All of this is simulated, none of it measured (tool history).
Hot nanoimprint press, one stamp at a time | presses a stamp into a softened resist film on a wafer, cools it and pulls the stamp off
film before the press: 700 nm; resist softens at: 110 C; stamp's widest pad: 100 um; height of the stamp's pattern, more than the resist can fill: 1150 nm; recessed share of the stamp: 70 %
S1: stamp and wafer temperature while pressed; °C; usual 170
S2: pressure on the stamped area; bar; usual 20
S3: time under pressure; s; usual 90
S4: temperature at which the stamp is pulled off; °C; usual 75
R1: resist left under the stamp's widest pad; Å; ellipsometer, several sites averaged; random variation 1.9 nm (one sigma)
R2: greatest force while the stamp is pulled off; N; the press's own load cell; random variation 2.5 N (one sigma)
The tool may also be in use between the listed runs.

run	day	S1	S2	S3	S4	R1	R2
1	0	170	20	90	75	3704	116
2	0.604	170	20	90	75	3727	116
3	1.042	170	20	90	75	3645	109
4	1.454	170	20	90	75	3698	115
5	1.783	170	20	90	75	3706	117
# day 2.175: stamp cleaned and given a new release coat
6	2.642	170	20	90	75	3637	112
7	3.183	170	20	90	79	3695	106
8	3.858	170	20	90	79	3672	109
9	4.583	170	20	90	79	3660	107
10	5.062	170	20	90	79	3625	109
11	5.65	170	20	90	79	3642	107
12	6.008	170	20	90	79	3636	109
13	6.492	170	20	90	79	3648	108
14	6.875	170	20	90	78	3627	111
15	7.317	170	30.1	90	67	3065	131
# day 7.542: gauge calibrated
16	7.704	170	30.5	90	74	3124	113
17	8.125	179	15.7	52	82	3658	104
18	8.875	179	15.7	52	82	3639	100
19	9.412	179	15.7	52	82	3666	100
20	10.046	182	24.6	114	63	1953	133
21	10.783	182	24.6	114	63	1971	139
22	11.121	175	27.6	178	71	1986	124
23	11.867	180	20	46	75	3352	112
24	12.379	180	20	46	75	3343	114
25	13.046	180	20	46	75	3310	118
26	13.388	170	13.7	90	75	4143	116

4 ways to go on from here, each from the tool as it stands after run 26. What would each give?
A	14.021	175	17	90	77	?	?
B	14.021	165	19.2	90	75	?	?
C	14.021	167	16.5	90	68	?	?
D	14.021	170	13.7	113	82	?	?

run	R1	R2
A	3248	109
B	4322	113
C	4282	128
D	3842	106
Without the tool's hidden state the same runs would have given:
run	R1	R2
A	3329	108
B	4430	113
C	4389	127
D	3938	105
